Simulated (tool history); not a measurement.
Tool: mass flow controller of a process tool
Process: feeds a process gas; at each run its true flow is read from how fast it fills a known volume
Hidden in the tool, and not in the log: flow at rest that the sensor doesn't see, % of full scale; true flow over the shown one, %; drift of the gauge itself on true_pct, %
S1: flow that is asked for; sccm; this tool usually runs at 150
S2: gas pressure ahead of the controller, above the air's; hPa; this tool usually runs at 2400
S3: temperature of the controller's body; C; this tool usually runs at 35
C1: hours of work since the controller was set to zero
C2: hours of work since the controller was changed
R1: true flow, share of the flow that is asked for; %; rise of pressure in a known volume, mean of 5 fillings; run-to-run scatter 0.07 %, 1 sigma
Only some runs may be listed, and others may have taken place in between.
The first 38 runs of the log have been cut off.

run 39 day=151.583 | S1=150 S2=2560 S3=35 | C1=2214 C2=2214 | R1=99.61
run 40 day=154.729 | S1=150 S2=2560 S3=35 | C1=2245 C2=2245 | R1=99.59
run 41 day=158.033 | S1=150 S2=2560 S3=35 | C1=2278 C2=2278 | R1=99.71
run 42 day=161.4 | S1=150 S2=2560 S3=35 | C1=2311 C2=2311 | R1=99.7
run 43 day=163.721 | S1=150 S2=2560 S3=35 | C1=2335 C2=2335 | R1=99.76
-- day=165.783 gauge calibrated
run 44 day=168.288 | S1=294 S2=2010 S3=30 | C1=2380 C2=2380 | R1=98.94
run 45 day=172.067 | S1=294 S2=2010 S3=30 | C1=2418 C2=2418 | R1=98.89
run 46 day=174.625 | S1=67 S2=2120 S3=33 | C1=2443 C2=2443 | R1=97.68

3 options for the next run, each taken on its own from the tool as it stands now. Forecast them:
run A day=177.088 | S1=150 S2=1990 S3=35 | C1=2468 C2=2468 | R1=?
run B day=177.088 | S1=202 S2=2400 S3=23 | C1=2468 C2=2468 | R1=?
run C day=177.088 | S1=264 S2=2120 S3=37 | C1=2468 C2=2468 | R1=?

run=A R1=98
run=B R1=98.98
run=C R1=98.44
The same runs, with their run-to-run variation unchanged, on a tool lacking any hidden condition would have given:
run=A R1=97.88
run=B R1=98.86
run=C R1=98.33
